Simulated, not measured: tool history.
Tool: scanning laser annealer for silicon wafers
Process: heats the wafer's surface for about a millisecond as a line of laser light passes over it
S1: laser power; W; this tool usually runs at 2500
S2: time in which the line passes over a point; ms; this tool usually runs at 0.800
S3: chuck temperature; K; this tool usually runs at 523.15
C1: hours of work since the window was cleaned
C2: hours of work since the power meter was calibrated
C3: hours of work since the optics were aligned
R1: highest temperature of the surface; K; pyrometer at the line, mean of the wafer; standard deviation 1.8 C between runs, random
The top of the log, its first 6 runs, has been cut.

run,day,S1,S2,S3,C1,C2,C3,R1
7,3.342,2500,0.800,523.15,41,95,731,1276.15
8,3.917,2500,0.814,523.15,48,102,738,1287.15
9,4.812,2500,0.800,523.15,59,113,749,1278.15
10,5.638,2500,0.800,523.15,69,123,759,1276.15
11,6.538,2500,0.800,523.15,80,134,770,1275.15
12,7.025,2500,0.800,523.15,85,140,776,1277.15
13,7.625,2511,0.800,523.15,93,147,783,1281.15
14,8.421,2500,0.800,523.15,102,157,793,1281.15
15,9.162,2500,0.800,523.15,111,166,802,1280.15
16,9.717,2500,0.800,523.15,118,172,809,1279.15
17,10.258,2500,0.800,523.15,125,179,815,1275.15
18,10.900,2500,0.800,523.15,133,187,823,1280.15
19,11.825,2500,0.800,523.15,144,198,834,1275.15
20,12.638,2500,0.800,523.15,154,208,844,1274.15
21,13.188,2500,0.800,523.15,160,215,851,1277.15
22,14.004,2553,0.594,488.15,170,225,861,1164.15
23,14.638,2553,0.594,488.15,178,232,868,1164.15
24,15.375,2553,0.594,488.15,187,241,877,1162.15
25,16.150,2320,0.704,523.15,196,251,887,1174.15

What does the tool deliver on the next run?
26,16.546,2517,0.560,523.15,201,255,892,?

Run 26 gave R1 1169.15 K.
With no hidden state in the tool, this same run would have given R1 1169.15 K.
